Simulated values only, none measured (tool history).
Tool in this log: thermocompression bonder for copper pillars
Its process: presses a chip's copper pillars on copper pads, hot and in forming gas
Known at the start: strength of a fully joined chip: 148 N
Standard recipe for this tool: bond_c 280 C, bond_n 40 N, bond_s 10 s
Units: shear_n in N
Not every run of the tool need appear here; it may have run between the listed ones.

run	hour	bond_c	bond_n	bond_s	shear_n
1	0	280	40	10	54.4
2	16.3	280	40	10	54.5
3	35.3	280	57	10	74.8
4	48.4	280	40	23	73.3
5	74.3	280	40	23	72.4
6	99.9	280	40	23	72.9
7	127.4	280	38	10	50.7
8	152.7	280	38	10	50.9
9	165.9	280	38	10	49.7
10	181.1	280	38	10	50.1
11	206.5	280	24	10	30.3
# hour 221.4: forming gas filter changed
12	231.2	302	24	10	40.2
13	256.9	302	24	10	40.3
14	268.8	280	46	10	64.4
15	294.7	280	46	10	62.3
16	312.5	280	40	10	54.3
17	330.5	280	40	10	55.3
18	347.9	280	40	21	72.2
19	365.8	280	40	11	56.3
20	378.9	280	40	11	57
21	395.1	301	36	6	48.9
22	421.3	302	47	5	59.2
# hour 425.8: heater calibrated with a thermocouple chip
23	442.1	251	41	7	34.5
24	454.1	251	41	7	34.6
25	476.3	251	41	7	34.8
# hour 490.9: heater calibrated with a thermocouple chip, once more
26	500.8	278	32	10	41.2
27	518.9	303	41	6	56.3
28	537.8	280	40	19	68.5
29	562	280	40	19	67.9
30	579.8	251	55	7	46.6
31	608	303	35	10	57.5
32	629.2	292	35	10	52.4
33	658.7	270	42	15	58.3
34	673.7	285	24	10	32.1
35	699.6	291	24	23	49.5
36	719.2	291	58	6	68.8
37	733.4	291	58	6	67.9
38	758.2	291	60	6	70.1
39	777.7	268	54	28	88.4

Selected run-to-run steps in shear_n, each split into two signed amounts: the part the tool would show with no hidden state at all (from settings, incoming material and random variation), and the remainder, which goes to the hidden state together with any gauge scatter not common to the measured and the hidden-state-free results:
Hidden conditions of the tool in this case: true temperature of the bond over the reading, C; force that reaches the chip, % of what is set; oxide that the forming gas leaves, % of the face; drift of the gauge itself on shear_n, %.
Run 10 -> 11: bond_n 38 -> 24. shear_n -19.8 N: hidden state +1.9, all else -21.7.
Run 13 -> 14: bond_c 302 -> 280, bond_n 24 -> 46. shear_n +24.1 N: hidden state -1.1, all else +25.2.
Run 22 -> 23: bond_c 302 -> 251, bond_n 47 -> 41, bond_s 5 -> 7, heater calibrated with a thermocouple chip. shear_n -24.7 N: hidden state +1.1, all else -25.8.
Run 33 -> 34: bond_c 270 -> 285, bond_n 42 -> 24, bond_s 15 -> 10. shear_n -26.2 N: hidden state +2.4, all else -28.6.
Run 34 -> 35: bond_c 285 -> 291, bond_s 10 -> 23. shear_n +17.4 N: hidden state -1.9, all else +19.3.
